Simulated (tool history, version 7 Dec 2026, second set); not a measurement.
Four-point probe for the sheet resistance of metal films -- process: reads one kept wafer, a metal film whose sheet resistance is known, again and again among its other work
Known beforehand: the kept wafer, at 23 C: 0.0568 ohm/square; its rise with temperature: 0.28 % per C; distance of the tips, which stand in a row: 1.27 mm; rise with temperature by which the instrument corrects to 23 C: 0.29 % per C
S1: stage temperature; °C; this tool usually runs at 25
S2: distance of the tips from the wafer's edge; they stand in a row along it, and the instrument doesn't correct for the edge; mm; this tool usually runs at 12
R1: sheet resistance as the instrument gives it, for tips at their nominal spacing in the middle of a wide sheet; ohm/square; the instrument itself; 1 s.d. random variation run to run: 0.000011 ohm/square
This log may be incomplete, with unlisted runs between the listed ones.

| run | hour | S1 | S2 | R1 |
|---|---|---|---|---|
| 1 | 0.0 | 25 | 12 | 0.057228 |
| 2 | 78.8 | 18 | 12 | 0.057322 |
| 3 | 124.3 | 18 | 12 | 0.057320 |
| 4 | 174.9 | 31 | 12 | 0.057202 |
| 5 | 238.8 | 31 | 12 | 0.057227 |
| 6 | 283.3 | 31 | 12 | 0.057220 |
| 7 | 360.2 | 31 | 12 | 0.057262 |
| 8 | 437.0 | 24 | 12 | 0.057334 |
| 9 | 494.6 | 24 | 12 | 0.057346 |
| 10 | 544.0 | 24 | 12 | 0.057353 |
| 11 | 621.4 | 25 | 12 | 0.057339 |
| 12 | 686.6 | 25 | 12 | 0.057375 |
|  | 693.6 | stage's thermometer calibrated |
| 13 | 749.0 | 25 | 12 | 0.057402 |
| 14 | 790.0 | 25 | 12 | 0.057385 |
| 15 | 855.4 | 19 | 12 | 0.057505 |
| 16 | 936.1 | 19 | 12 | 0.057479 |
| 17 | 985.2 | 34 | 27 | 0.057108 |
|  | 1014.6 | stage's thermometer calibrated, once more |
| 18 | 1051.2 | 18 | 3 | 0.062153 |
| 19 | 1100.0 | 18 | 65 | 0.057187 |
| 20 | 1140.9 | 21 | 20 | 0.057275 |
| 21 | 1220.9 | 18 | 4 | 0.060131 |
| 22 | 1275.0 | 31 | 4 | 0.060011 |
| 23 | 1310.5 | 23 | 6 | 0.058509 |
| 24 | 1367.9 | 25 | 3 | 0.062143 |
| 25 | 1403.0 | 25 | 3 | 0.062117 |
| 26 | 1440.8 | 25 | 3 | 0.062184 |
| 27 | 1511.2 | 25 | 3 | 0.062164 |
| 28 | 1553.7 | 25 | 3 | 0.062192 |
| 29 | 1615.9 | 25 | 6 | 0.058555 |
| 30 | 1692.8 | 25 | 6 | 0.058563 |
| 31 | 1750.5 | 23 | 8 | 0.058017 |
| 32 | 1798.5 | 23 | 8 | 0.058022 |

Forecast each of these 4 alternatives for the next run:
| A | 1860.5 | 23 | 17 | ? |
| B | 1860.5 | 20 | 19 | ? |
| C | 1860.5 | 20 | 6 | ? |
| D | 1860.5 | 28 | 8 | ? |

| run | R1 |
|---|---|
| A | 0.057451 |
| B | 0.057443 |
| C | 0.058664 |
| D | 0.058016 |
The same runs, with their run-to-run variation unchanged, on a tool lacking any hidden condition would have given:
| run | R1 |
|---|---|
| A | 0.056969 |
| B | 0.056961 |
| C | 0.058173 |
| D | 0.057529 |

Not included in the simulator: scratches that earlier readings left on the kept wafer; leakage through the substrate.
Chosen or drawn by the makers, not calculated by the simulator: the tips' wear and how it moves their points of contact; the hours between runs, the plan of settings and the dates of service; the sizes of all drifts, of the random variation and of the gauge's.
